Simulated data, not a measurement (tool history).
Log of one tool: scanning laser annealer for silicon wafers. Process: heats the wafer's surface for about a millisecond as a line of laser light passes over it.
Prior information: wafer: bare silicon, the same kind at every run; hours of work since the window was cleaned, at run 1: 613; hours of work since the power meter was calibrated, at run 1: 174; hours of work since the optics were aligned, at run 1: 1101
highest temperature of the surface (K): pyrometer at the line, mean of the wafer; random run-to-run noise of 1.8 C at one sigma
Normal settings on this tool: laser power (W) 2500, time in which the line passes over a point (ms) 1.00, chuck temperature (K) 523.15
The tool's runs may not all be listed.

run	day	laser power (W)	time in which the line passes over a point (ms)	chuck temperature (K)	hours of work since the window was cleaned	hours of work since the power meter was calibrated	hours of work since the optics were aligned	highest temperature of the surface (K)
1	0.000	2500	1.00	523.15	613	174	1101	1187.15
2	1.175	2500	1.00	523.15	634	195	1122	1187.15
# day 2.488: optics aligned, line set to its width
3	3.712	2695	1.00	523.15	676	236	22	1247.15
4	5.554	2500	0.96	523.15	709	269	55	1177.15
5	7.196	2500	0.96	523.15	738	298	84	1176.15
6	8.850	2500	1.00	523.15	768	328	114	1191.15
7	11.317	2500	1.00	523.15	812	372	158	1187.15
8	12.504	2169	1.00	523.15	833	393	179	1096.15
9	13.850	2715	1.22	496.15	857	417	203	1302.15
# day 14.833: window over the wafer cleaned
10	15.912	2618	0.93	496.15	19	453	238	1195.15
11	17.192	2500	1.19	506.15	42	476	261	1276.15
12	19.183	2500	1.19	506.15	78	511	297	1268.15

Some steps in highest temperature of the surface (K), run to run, broken into two amounts with sign: the step expected even without the hidden condition (settings, incoming material, random variation), and the rest, left for the hidden condition together with whatever gauge scatter is not in both the measured and the hidden-condition-free result:
The tool's hidden condition here consists of: light that passes the window, % of a clean one's; laser's true power over the reading, %; width of the line over the set one, %; drift of the gauge itself on peak_c, C.
Run 8 -> 9: laser power (W) 2169 -> 2715, time in which the line passes over a point (ms) 1.00 -> 1.22, chuck temperature (K) 523.15 -> 496.15. highest temperature of the surface (K) +206.00: hidden state -16.00, all else +222.00.
Run 9 -> 10: laser power (W) 2715 -> 2618, time in which the line passes over a point (ms) 1.22 -> 0.93, window over the wafer cleaned. highest temperature of the surface (K) -107.00: hidden state +45.00, all else -152.00.
